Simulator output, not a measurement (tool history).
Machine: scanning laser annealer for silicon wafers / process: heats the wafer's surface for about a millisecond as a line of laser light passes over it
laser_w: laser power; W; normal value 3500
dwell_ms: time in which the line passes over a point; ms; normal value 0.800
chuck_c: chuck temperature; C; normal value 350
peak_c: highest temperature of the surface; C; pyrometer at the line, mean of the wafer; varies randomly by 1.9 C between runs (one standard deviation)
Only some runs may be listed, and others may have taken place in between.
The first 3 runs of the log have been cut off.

run 4 hour=233.7 | laser_w=3500 dwell_ms=0.800 chuck_c=364 | peak_c=1106
run 5 hour=302.8 | laser_w=3500 dwell_ms=0.800 chuck_c=364 | peak_c=1107
run 6 hour=389.1 | laser_w=3500 dwell_ms=0.800 chuck_c=358 | peak_c=1101
run 7 hour=485.4 | laser_w=3500 dwell_ms=0.800 chuck_c=358 | peak_c=1101
run 8 hour=563.2 | laser_w=3500 dwell_ms=0.764 chuck_c=358 | peak_c=1080
run 9 hour=657.2 | laser_w=3500 dwell_ms=0.777 chuck_c=350 | peak_c=1081
run 10 hour=754.6 | laser_w=3500 dwell_ms=0.777 chuck_c=314 | peak_c=1045
run 11 hour=852.3 | laser_w=3500 dwell_ms=0.777 chuck_c=345 | peak_c=1079
run 12 hour=947.8 | laser_w=3500 dwell_ms=0.800 chuck_c=350 | peak_c=1089
run 13 hour=1040.1 | laser_w=3500 dwell_ms=0.800 chuck_c=350 | peak_c=1093
run 14 hour=1082.8 | laser_w=3500 dwell_ms=0.800 chuck_c=350 | peak_c=1094
-- hour=1135.7 optics aligned, line set to its width
run 15 hour=1166.2 | laser_w=3500 dwell_ms=0.800 chuck_c=350 | peak_c=1091
run 16 hour=1264.5 | laser_w=3500 dwell_ms=0.800 chuck_c=357 | peak_c=1097
-- hour=1290.1 window over the wafer cleaned
run 17 hour=1318.1 | laser_w=3500 dwell_ms=0.800 chuck_c=357 | peak_c=1103
run 18 hour=1377.4 | laser_w=3500 dwell_ms=0.800 chuck_c=357 | peak_c=1097
run 19 hour=1459.2 | laser_w=3500 dwell_ms=0.800 chuck_c=357 | peak_c=1101
run 20 hour=1524.6 | laser_w=3500 dwell_ms=0.800 chuck_c=350 | peak_c=1094
run 21 hour=1588.2 | laser_w=3500 dwell_ms=0.800 chuck_c=350 | peak_c=1091

What does the tool deliver on the next run?
run 22 hour=1660.6 | laser_w=3754 dwell_ms=0.827 chuck_c=379 | peak_c=?

{"run 22": {"peak_c": 1193}}
With the hidden condition absent and the run-to-run variation left alone, this run would have shown peak_c 1194 C.
